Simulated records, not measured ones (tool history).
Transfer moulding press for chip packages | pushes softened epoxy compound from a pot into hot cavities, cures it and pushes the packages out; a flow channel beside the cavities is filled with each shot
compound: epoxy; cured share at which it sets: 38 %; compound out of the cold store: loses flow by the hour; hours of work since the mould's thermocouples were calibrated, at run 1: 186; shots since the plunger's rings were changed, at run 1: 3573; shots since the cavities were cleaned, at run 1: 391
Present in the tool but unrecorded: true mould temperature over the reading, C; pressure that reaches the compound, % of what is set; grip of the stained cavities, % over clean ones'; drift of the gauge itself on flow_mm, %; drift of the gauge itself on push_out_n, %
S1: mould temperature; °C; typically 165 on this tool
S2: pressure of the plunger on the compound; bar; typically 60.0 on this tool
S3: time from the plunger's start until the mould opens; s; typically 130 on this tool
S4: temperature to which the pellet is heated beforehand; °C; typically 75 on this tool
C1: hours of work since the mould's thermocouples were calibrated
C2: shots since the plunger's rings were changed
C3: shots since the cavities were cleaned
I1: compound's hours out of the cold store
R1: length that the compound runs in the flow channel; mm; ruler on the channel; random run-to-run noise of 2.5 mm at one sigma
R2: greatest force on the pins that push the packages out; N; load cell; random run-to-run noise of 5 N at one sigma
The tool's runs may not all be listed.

run	hour	S1	S2	S3	S4	C1	C2	C3	I1	R1	R2
1	0.0	165	60.0	130	75	186	3573	391	22.0	821	269
# hour 5.9: plunger's sealing rings changed
2	21.5	165	60.0	130	75	198	158	584	32.3	836	279
3	45.3	165	60.0	130	75	215	401	827	45.9	797	286
4	62.9	165	60.0	130	75	227	580	1006	39.3	815	306
# hour 70.8: cavities cleaned with cleaning compound and waxed
5	89.4	165	60.0	130	75	244	835	190	15.8	865	240
6	106.2	168	60.0	130	75	255	1005	360	34.2	809	255
7	120.1	165	60.0	130	75	264	1147	502	43.5	796	273
8	132.9	172	60.0	123	75	273	1277	632	14.6	838	266
9	154.4	161	47.9	129	75	288	1496	851	35.3	740	359
10	173.0	157	68.1	130	76	300	1685	1040	12.7	956	497
# hour 178.0: cavities cleaned with cleaning compound and waxed
11	196.5	165	73.9	130	75	315	1910	189	24.2	929	250
12	218.2	165	73.9	130	75	330	2130	409	17.2	940	282
13	236.8	165	73.9	130	75	343	2320	599	22.1	920	287
14	263.9	169	60.0	143	75	361	2596	875	22.3	813	271

Below are 5 alternative next runs, each starting from the tool's condition after run 14. Predict each:
A	278.4	159	70.9	143	73	371	2743	1022	10.6	?	?
B	278.4	165	60.0	132	75	371	2743	1022	8.6	?	?
C	278.4	165	60.0	130	84	371	2743	1022	23.9	?	?
D	278.4	158	60.0	146	75	371	2743	1022	10.1	?	?
E	278.4	169	60.0	143	82	371	2743	1022	36.1	?	?

run	R1	R2
A	961	356
B	858	305
C	821	298
D	883	375
E	782	288
With no hidden state in the tool, these same runs would have given:
run	R1	R2
A	1007	246
B	898	208
C	860	202
D	925	261
E	819	196
